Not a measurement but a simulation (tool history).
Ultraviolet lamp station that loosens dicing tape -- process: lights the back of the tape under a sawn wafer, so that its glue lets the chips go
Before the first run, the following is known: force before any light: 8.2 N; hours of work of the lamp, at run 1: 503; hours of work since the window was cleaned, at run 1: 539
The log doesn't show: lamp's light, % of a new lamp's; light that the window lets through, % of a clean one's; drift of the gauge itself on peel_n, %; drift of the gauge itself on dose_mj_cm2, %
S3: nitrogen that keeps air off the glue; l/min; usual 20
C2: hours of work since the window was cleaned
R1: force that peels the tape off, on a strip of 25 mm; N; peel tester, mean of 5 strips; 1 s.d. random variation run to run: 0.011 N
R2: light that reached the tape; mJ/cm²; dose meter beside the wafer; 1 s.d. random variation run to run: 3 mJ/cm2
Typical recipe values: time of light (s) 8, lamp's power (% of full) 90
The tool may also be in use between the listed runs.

run 1 hour=0.0 | time_of_light_(s)=8 lamp's_power_(%_of_full)=90 S3=20 | hours_of_work_of_the_lamp=503 C2=539 | R1=0.505 R2=450
run 2 hour=6.7 | time_of_light_(s)=8 lamp's_power_(%_of_full)=90 S3=20 | hours_of_work_of_the_lamp=508 C2=545 | R1=0.522 R2=446
run 3 hour=20.5 | time_of_light_(s)=7 lamp's_power_(%_of_full)=90 S3=20 | hours_of_work_of_the_lamp=519 C2=555 | R1=0.654 R2=391
run 4 hour=33.5 | time_of_light_(s)=7 lamp's_power_(%_of_full)=90 S3=20 | hours_of_work_of_the_lamp=529 C2=566 | R1=0.655 R2=389
run 5 hour=43.7 | time_of_light_(s)=7 lamp's_power_(%_of_full)=90 S3=20 | hours_of_work_of_the_lamp=537 C2=573 | R1=0.656 R2=396
run 6 hour=57.6 | time_of_light_(s)=15 lamp's_power_(%_of_full)=90 S3=20 | hours_of_work_of_the_lamp=548 C2=584 | R1=0.192 R2=852
run 7 hour=73.2 | time_of_light_(s)=8 lamp's_power_(%_of_full)=87 S3=20 | hours_of_work_of_the_lamp=560 C2=596 | R1=0.539 R2=435
run 8 hour=83.4 | time_of_light_(s)=8 lamp's_power_(%_of_full)=87 S3=20 | hours_of_work_of_the_lamp=568 C2=604 | R1=0.542 R2=436
run 9 hour=96.7 | time_of_light_(s)=8 lamp's_power_(%_of_full)=87 S3=20 | hours_of_work_of_the_lamp=578 C2=615 | R1=0.534 R2=435
-- hour=100.3 window cleaned of glue's vapour
run 10 hour=104.7 | time_of_light_(s)=10 lamp's_power_(%_of_full)=90 S3=20 | hours_of_work_of_the_lamp=584 C2=3 | R1=0.314 R2=562
run 11 hour=114.1 | time_of_light_(s)=10 lamp's_power_(%_of_full)=90 S3=20 | hours_of_work_of_the_lamp=591 C2=11 | R1=0.310 R2=560
run 12 hour=128.2 | time_of_light_(s)=10 lamp's_power_(%_of_full)=90 S3=20 | hours_of_work_of_the_lamp=602 C2=22 | R1=0.305 R2=561
run 13 hour=139.2 | time_of_light_(s)=10 lamp's_power_(%_of_full)=90 S3=20 | hours_of_work_of_the_lamp=611 C2=30 | R1=0.317 R2=563
run 14 hour=155.0 | time_of_light_(s)=10 lamp's_power_(%_of_full)=90 S3=20 | hours_of_work_of_the_lamp=623 C2=43 | R1=0.328 R2=559
run 15 hour=162.1 | time_of_light_(s)=10 lamp's_power_(%_of_full)=90 S3=20 | hours_of_work_of_the_lamp=629 C2=48 | R1=0.309 R2=564
run 16 hour=174.7 | time_of_light_(s)=10 lamp's_power_(%_of_full)=90 S3=20 | hours_of_work_of_the_lamp=639 C2=58 | R1=0.322 R2=558
run 17 hour=184.0 | time_of_light_(s)=10 lamp's_power_(%_of_full)=70 S3=20 | hours_of_work_of_the_lamp=646 C2=65 | R1=0.521 R2=436
-- hour=187.6 lamp changed
run 18 hour=198.5 | time_of_light_(s)=10 lamp's_power_(%_of_full)=70 S3=20 | hours_of_work_of_the_lamp=8 C2=76 | R1=0.540 R2=439
run 19 hour=206.4 | time_of_light_(s)=9 lamp's_power_(%_of_full)=80 S3=20 | hours_of_work_of_the_lamp=15 C2=82 | R1=0.512 R2=446
run 20 hour=213.1 | time_of_light_(s)=9 lamp's_power_(%_of_full)=80 S3=20 | hours_of_work_of_the_lamp=20 C2=87 | R1=0.502 R2=444
run 21 hour=222.3 | time_of_light_(s)=9 lamp's_power_(%_of_full)=80 S3=20 | hours_of_work_of_the_lamp=27 C2=94 | R1=0.527 R2=453
run 22 hour=235.2 | time_of_light_(s)=6 lamp's_power_(%_of_full)=70 S3=7 | hours_of_work_of_the_lamp=37 C2=104 | R1=2.444 R2=262
run 23 hour=249.5 | time_of_light_(s)=6 lamp's_power_(%_of_full)=77 S3=7 | hours_of_work_of_the_lamp=48 C2=115 | R1=2.199 R2=290
run 24 hour=265.3 | time_of_light_(s)=13 lamp's_power_(%_of_full)=77 S3=7 | hours_of_work_of_the_lamp=60 C2=128 | R1=0.585 R2=620
run 25 hour=274.2 | time_of_light_(s)=13 lamp's_power_(%_of_full)=63 S3=12 | hours_of_work_of_the_lamp=67 C2=135 | R1=0.557 R2=506
run 26 hour=282.5 | time_of_light_(s)=13 lamp's_power_(%_of_full)=63 S3=12 | hours_of_work_of_the_lamp=74 C2=141 | R1=0.534 R2=512
run 27 hour=293.0 | time_of_light_(s)=13 lamp's_power_(%_of_full)=63 S3=12 | hours_of_work_of_the_lamp=82 C2=149 | R1=0.565 R2=506
run 28 hour=301.9 | time_of_light_(s)=13 lamp's_power_(%_of_full)=63 S3=12 | hours_of_work_of_the_lamp=89 C2=156 | R1=0.558 R2=511
run 29 hour=316.4 | time_of_light_(s)=13 lamp's_power_(%_of_full)=70 S3=16 | hours_of_work_of_the_lamp=100 C2=167 | R1=0.361 R2=569
run 30 hour=323.3 | time_of_light_(s)=6 lamp's_power_(%_of_full)=90 S3=22 | hours_of_work_of_the_lamp=106 C2=173 | R1=0.881 R2=335
run 31 hour=332.1 | time_of_light_(s)=13 lamp's_power_(%_of_full)=60 S3=20 | hours_of_work_of_the_lamp=112 C2=180 | R1=0.428 R2=488
run 32 hour=340.3 | time_of_light_(s)=13 lamp's_power_(%_of_full)=60 S3=20 | hours_of_work_of_the_lamp=119 C2=186 | R1=0.403 R2=488
run 33 hour=355.0 | time_of_light_(s)=13 lamp's_power_(%_of_full)=96 S3=24 | hours_of_work_of_the_lamp=130 C2=197 | R1=0.180 R2=781
run 34 hour=365.5 | time_of_light_(s)=8 lamp's_power_(%_of_full)=63 S3=20 | hours_of_work_of_the_lamp=138 C2=206 | R1=1.039 R2=316

Predict each of these 3 candidate next runs independently; none follows another, all start after run 34:
run A hour=373.7 | time_of_light_(s)=5 lamp's_power_(%_of_full)=80 S3=19 | hours_of_work_of_the_lamp=145 C2=212 | R1=? R2=?
run B hour=373.7 | time_of_light_(s)=5 lamp's_power_(%_of_full)=90 S3=20 | hours_of_work_of_the_lamp=145 C2=212 | R1=? R2=?
run C hour=373.7 | time_of_light_(s)=8 lamp's_power_(%_of_full)=89 S3=11 | hours_of_work_of_the_lamp=145 C2=212 | R1=? R2=?

run=A R1=1.626 R2=253
run=B R1=1.293 R2=284
run=C R1=0.796 R2=443
Stripped of hidden state, with their random variation kept, the same runs would have yielded:
run=A R1=1.624 R2=254
run=B R1=1.292 R2=284
run=C R1=0.795 R2=443
